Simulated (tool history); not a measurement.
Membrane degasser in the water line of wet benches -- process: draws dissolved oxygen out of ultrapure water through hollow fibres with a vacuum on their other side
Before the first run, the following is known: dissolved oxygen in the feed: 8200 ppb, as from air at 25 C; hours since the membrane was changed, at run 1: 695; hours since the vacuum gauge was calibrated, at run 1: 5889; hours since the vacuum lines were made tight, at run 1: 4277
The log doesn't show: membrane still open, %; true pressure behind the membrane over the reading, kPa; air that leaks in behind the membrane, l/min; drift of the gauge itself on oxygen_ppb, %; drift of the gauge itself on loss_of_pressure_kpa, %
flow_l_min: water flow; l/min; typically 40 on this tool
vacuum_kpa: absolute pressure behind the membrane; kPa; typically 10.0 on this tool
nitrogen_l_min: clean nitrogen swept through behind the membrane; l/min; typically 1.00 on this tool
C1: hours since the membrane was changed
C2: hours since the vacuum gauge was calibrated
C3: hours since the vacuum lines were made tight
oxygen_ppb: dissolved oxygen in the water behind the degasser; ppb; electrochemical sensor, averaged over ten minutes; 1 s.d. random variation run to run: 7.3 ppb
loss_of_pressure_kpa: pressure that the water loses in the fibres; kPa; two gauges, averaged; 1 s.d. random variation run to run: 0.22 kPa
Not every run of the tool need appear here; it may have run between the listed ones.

run 1 hour=0.0 | flow_l_min=40 vacuum_kpa=10.0 nitrogen_l_min=1.00 | C1=695 C2=5889 C3=4277 | oxygen_ppb=737.7 loss_of_pressure_kpa=55.48
-- hour=22.3 seals of the vacuum lines changed
run 2 hour=47.1 | flow_l_min=41 vacuum_kpa=10.0 nitrogen_l_min=1.00 | C1=740 C2=5934 C3=25 | oxygen_ppb=754.5 loss_of_pressure_kpa=56.82
run 3 hour=93.8 | flow_l_min=41 vacuum_kpa=10.0 nitrogen_l_min=1.00 | C1=787 C2=5981 C3=72 | oxygen_ppb=757.6 loss_of_pressure_kpa=57.18
run 4 hour=145.6 | flow_l_min=40 vacuum_kpa=10.0 nitrogen_l_min=1.00 | C1=839 C2=6032 C3=123 | oxygen_ppb=731.5 loss_of_pressure_kpa=55.91
run 5 hour=184.4 | flow_l_min=40 vacuum_kpa=10.0 nitrogen_l_min=1.00 | C1=878 C2=6071 C3=162 | oxygen_ppb=717.2 loss_of_pressure_kpa=55.53
run 6 hour=216.5 | flow_l_min=40 vacuum_kpa=10.0 nitrogen_l_min=1.00 | C1=910 C2=6103 C3=194 | oxygen_ppb=734.2 loss_of_pressure_kpa=55.60
run 7 hour=246.7 | flow_l_min=40 vacuum_kpa=10.0 nitrogen_l_min=0.64 | C1=940 C2=6134 C3=224 | oxygen_ppb=912.9 loss_of_pressure_kpa=55.70
run 8 hour=285.6 | flow_l_min=40 vacuum_kpa=12.2 nitrogen_l_min=1.00 | C1=979 C2=6172 C3=263 | oxygen_ppb=860.6 loss_of_pressure_kpa=55.51
run 9 hour=347.8 | flow_l_min=40 vacuum_kpa=12.2 nitrogen_l_min=1.00 | C1=1041 C2=6235 C3=325 | oxygen_ppb=877.7 loss_of_pressure_kpa=55.74
run 10 hour=380.1 | flow_l_min=40 vacuum_kpa=7.5 nitrogen_l_min=1.00 | C1=1073 C2=6267 C3=358 | oxygen_ppb=551.6 loss_of_pressure_kpa=55.81
run 11 hour=433.7 | flow_l_min=40 vacuum_kpa=7.5 nitrogen_l_min=1.00 | C1=1127 C2=6321 C3=411 | oxygen_ppb=554.0 loss_of_pressure_kpa=55.69
run 12 hour=468.3 | flow_l_min=40 vacuum_kpa=10.0 nitrogen_l_min=1.00 | C1=1162 C2=6355 C3=446 | oxygen_ppb=722.6 loss_of_pressure_kpa=56.20
run 13 hour=514.4 | flow_l_min=40 vacuum_kpa=10.0 nitrogen_l_min=1.00 | C1=1208 C2=6401 C3=492 | oxygen_ppb=725.9 loss_of_pressure_kpa=55.84
run 14 hour=584.7 | flow_l_min=40 vacuum_kpa=10.0 nitrogen_l_min=1.00 | C1=1278 C2=6471 C3=562 | oxygen_ppb=723.5 loss_of_pressure_kpa=55.68
run 15 hour=640.3 | flow_l_min=40 vacuum_kpa=10.0 nitrogen_l_min=1.00 | C1=1334 C2=6527 C3=618 | oxygen_ppb=727.4 loss_of_pressure_kpa=56.07
run 16 hour=683.0 | flow_l_min=40 vacuum_kpa=10.0 nitrogen_l_min=1.00 | C1=1376 C2=6570 C3=661 | oxygen_ppb=727.5 loss_of_pressure_kpa=56.04
run 17 hour=725.7 | flow_l_min=52 vacuum_kpa=9.7 nitrogen_l_min=0.65 | C1=1419 C2=6613 C3=703 | oxygen_ppb=1145.1 loss_of_pressure_kpa=73.20
run 18 hour=757.4 | flow_l_min=52 vacuum_kpa=9.7 nitrogen_l_min=0.65 | C1=1451 C2=6644 C3=735 | oxygen_ppb=1131.3 loss_of_pressure_kpa=73.12
run 19 hour=807.2 | flow_l_min=29 vacuum_kpa=9.7 nitrogen_l_min=0.40 | C1=1501 C2=6694 C3=785 | oxygen_ppb=866.4 loss_of_pressure_kpa=40.98
run 20 hour=845.7 | flow_l_min=32 vacuum_kpa=15.9 nitrogen_l_min=0.40 | C1=1539 C2=6732 C3=823 | oxygen_ppb=1547.0 loss_of_pressure_kpa=44.91
run 21 hour=889.8 | flow_l_min=32 vacuum_kpa=20.4 nitrogen_l_min=1.65 | C1=1583 C2=6777 C3=867 | oxygen_ppb=819.9 loss_of_pressure_kpa=44.96
run 22 hour=936.7 | flow_l_min=40 vacuum_kpa=14.0 nitrogen_l_min=2.35 | C1=1630 C2=6823 C3=914 | oxygen_ppb=603.9 loss_of_pressure_kpa=56.13
run 23 hour=985.0 | flow_l_min=52 vacuum_kpa=21.9 nitrogen_l_min=1.82 | C1=1678 C2=6872 C3=963 | oxygen_ppb=1322.6 loss_of_pressure_kpa=73.25
run 24 hour=1041.2 | flow_l_min=26 vacuum_kpa=18.0 nitrogen_l_min=1.29 | C1=1735 C2=6928 C3=1019 | oxygen_ppb=704.2 loss_of_pressure_kpa=36.44
-- hour=1077.0 vacuum gauge calibrated
run 25 hour=1099.9 | flow_l_min=26 vacuum_kpa=18.0 nitrogen_l_min=1.29 | C1=1793 C2=23 C3=1077 | oxygen_ppb=705.4 loss_of_pressure_kpa=36.48
run 26 hour=1159.9 | flow_l_min=35 vacuum_kpa=24.1 nitrogen_l_min=0.45 | C1=1853 C2=83 C3=1137 | oxygen_ppb=2259.3 loss_of_pressure_kpa=49.60
run 27 hour=1219.1 | flow_l_min=39 vacuum_kpa=12.8 nitrogen_l_min=2.33 | C1=1912 C2=142 C3=1196 | oxygen_ppb=555.2 loss_of_pressure_kpa=54.96
run 28 hour=1273.2 | flow_l_min=45 vacuum_kpa=10.0 nitrogen_l_min=2.21 | C1=1966 C2=196 C3=1250 | oxygen_ppb=567.7 loss_of_pressure_kpa=63.48
run 29 hour=1312.1 | flow_l_min=64 vacuum_kpa=12.7 nitrogen_l_min=1.00 | C1=2005 C2=235 C3=1289 | oxygen_ppb=1454.2 loss_of_pressure_kpa=90.86
run 30 hour=1361.0 | flow_l_min=64 vacuum_kpa=12.7 nitrogen_l_min=1.00 | C1=2054 C2=284 C3=1338 | oxygen_ppb=1400.3 loss_of_pressure_kpa=90.23
run 31 hour=1400.2 | flow_l_min=27 vacuum_kpa=10.0 nitrogen_l_min=1.00 | C1=2093 C2=323 C3=1377 | oxygen_ppb=461.8 loss_of_pressure_kpa=38.43
run 32 hour=1470.8 | flow_l_min=29 vacuum_kpa=10.0 nitrogen_l_min=0.68 | C1=2164 C2=394 C3=1448 | oxygen_ppb=628.0 loss_of_pressure_kpa=41.02

Measured minus without-hidden-state, run by run (identical run-to-run variation in each term; gauge scatter may differ):
run=1 loss_of_pressure_kpa=+0.00
run=2 loss_of_pressure_kpa=+0.04
run=3 loss_of_pressure_kpa=+0.08
run=4 loss_of_pressure_kpa=+0.11
run=5 loss_of_pressure_kpa=+0.15
run=6 loss_of_pressure_kpa=+0.18
run=7 loss_of_pressure_kpa=+0.19
run=8 loss_of_pressure_kpa=+0.22
run=9 loss_of_pressure_kpa=+0.28
run=10 loss_of_pressure_kpa=+0.30
run=11 loss_of_pressure_kpa=+0.34
run=12 loss_of_pressure_kpa=+0.37
run=13 loss_of_pressure_kpa=+0.40
run=14 loss_of_pressure_kpa=+0.46
run=15 loss_of_pressure_kpa=+0.50
run=16 loss_of_pressure_kpa=+0.54
run=17 loss_of_pressure_kpa=+0.75
run=18 loss_of_pressure_kpa=+0.77
run=19 loss_of_pressure_kpa=+0.46
run=20 loss_of_pressure_kpa=+0.53
run=21 loss_of_pressure_kpa=+0.56
run=22 loss_of_pressure_kpa=+0.73
run=23 loss_of_pressure_kpa=+1.00
run=24 loss_of_pressure_kpa=+0.53
run=25 loss_of_pressure_kpa=+0.56
run=26 loss_of_pressure_kpa=+0.80
run=27 loss_of_pressure_kpa=+0.93
run=28 loss_of_pressure_kpa=+1.12
run=29 loss_of_pressure_kpa=+1.65
run=30 loss_of_pressure_kpa=+1.70
run=31 loss_of_pressure_kpa=+0.74
run=32 loss_of_pressure_kpa=+0.83
oxygen_ppb without the hidden state stays within 0.6 ppb of what was measured, in all runs.

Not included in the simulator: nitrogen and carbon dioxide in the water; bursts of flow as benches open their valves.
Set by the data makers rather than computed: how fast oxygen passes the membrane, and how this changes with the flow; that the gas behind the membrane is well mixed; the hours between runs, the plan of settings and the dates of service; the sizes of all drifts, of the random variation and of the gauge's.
